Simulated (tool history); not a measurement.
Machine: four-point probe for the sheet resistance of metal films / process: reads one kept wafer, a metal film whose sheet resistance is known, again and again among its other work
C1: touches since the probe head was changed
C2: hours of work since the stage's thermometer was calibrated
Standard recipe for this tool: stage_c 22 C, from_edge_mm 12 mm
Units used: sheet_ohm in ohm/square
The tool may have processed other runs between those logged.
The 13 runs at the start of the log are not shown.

run 14 hour=437.5 | stage_c=22 from_edge_mm=5 | C1=23223 C2=1775 | sheet_ohm=0.724206
run 15 hour=459.4 | stage_c=22 from_edge_mm=5 | C1=23514 C2=1784 | sheet_ohm=0.724156
run 16 hour=512.5 | stage_c=24 from_edge_mm=9 | C1=24217 C2=1808 | sheet_ohm=0.712256
run 17 hour=566.2 | stage_c=29 from_edge_mm=43 | C1=24928 C2=1831 | sheet_ohm=0.703821
run 18 hour=590.6 | stage_c=23 from_edge_mm=19 | C1=25253 C2=1842 | sheet_ohm=0.709239
run 19 hour=635.6 | stage_c=32 from_edge_mm=19 | C1=25848 C2=1861 | sheet_ohm=0.702323
run 20 hour=658.5 | stage_c=21 from_edge_mm=24 | C1=26151 C2=1871 | sheet_ohm=0.710374
run 21 hour=688.6 | stage_c=29 from_edge_mm=4 | C1=26551 C2=1885 | sheet_ohm=0.726446
run 22 hour=719.7 | stage_c=31 from_edge_mm=15 | C1=26962 C2=1898 | sheet_ohm=0.703727
run 23 hour=764.1 | stage_c=19 from_edge_mm=67 | C1=27552 C2=1918 | sheet_ohm=0.711058
run 24 hour=789.8 | stage_c=19 from_edge_mm=67 | C1=27891 C2=1929 | sheet_ohm=0.711011
run 25 hour=828.8 | stage_c=30 from_edge_mm=7 | C1=28409 C2=1946 | sheet_ohm=0.710147
run 26 hour=863.6 | stage_c=27 from_edge_mm=8 | C1=28870 C2=1961 | sheet_ohm=0.710667
run 27 hour=897.1 | stage_c=27 from_edge_mm=8 | C1=29314 C2=1976 | sheet_ohm=0.710550
run 28 hour=932.1 | stage_c=32 from_edge_mm=5 | C1=29778 C2=1991 | sheet_ohm=0.715832
run 29 hour=965.1 | stage_c=24 from_edge_mm=64 | C1=30215 C2=2006 | sheet_ohm=0.707079
run 30 hour=1007.9 | stage_c=32 from_edge_mm=64 | C1=30782 C2=2025 | sheet_ohm=0.701286

Alternative continuations, all from the tool just after run 30; predict every row:
run A hour=1037.7 | stage_c=26 from_edge_mm=6 | C1=31177 C2=2038 | sheet_ohm=?
run B hour=1037.7 | stage_c=18 from_edge_mm=75 | C1=31177 C2=2038 | sheet_ohm=?
run C hour=1037.7 | stage_c=22 from_edge_mm=3 | C1=31177 C2=2038 | sheet_ohm=?
run D hour=1037.7 | stage_c=21 from_edge_mm=6 | C1=31177 C2=2038 | sheet_ohm=?

run=A sheet_ohm=0.715731
run=B sheet_ohm=0.711659
run=C sheet_ohm=0.748239
run=D sheet_ohm=0.719638
With no hidden state in the tool, these same runs would have given:
run=A sheet_ohm=0.716817
run=B sheet_ohm=0.712772
run=C sheet_ohm=0.749394
run=D sheet_ohm=0.720752
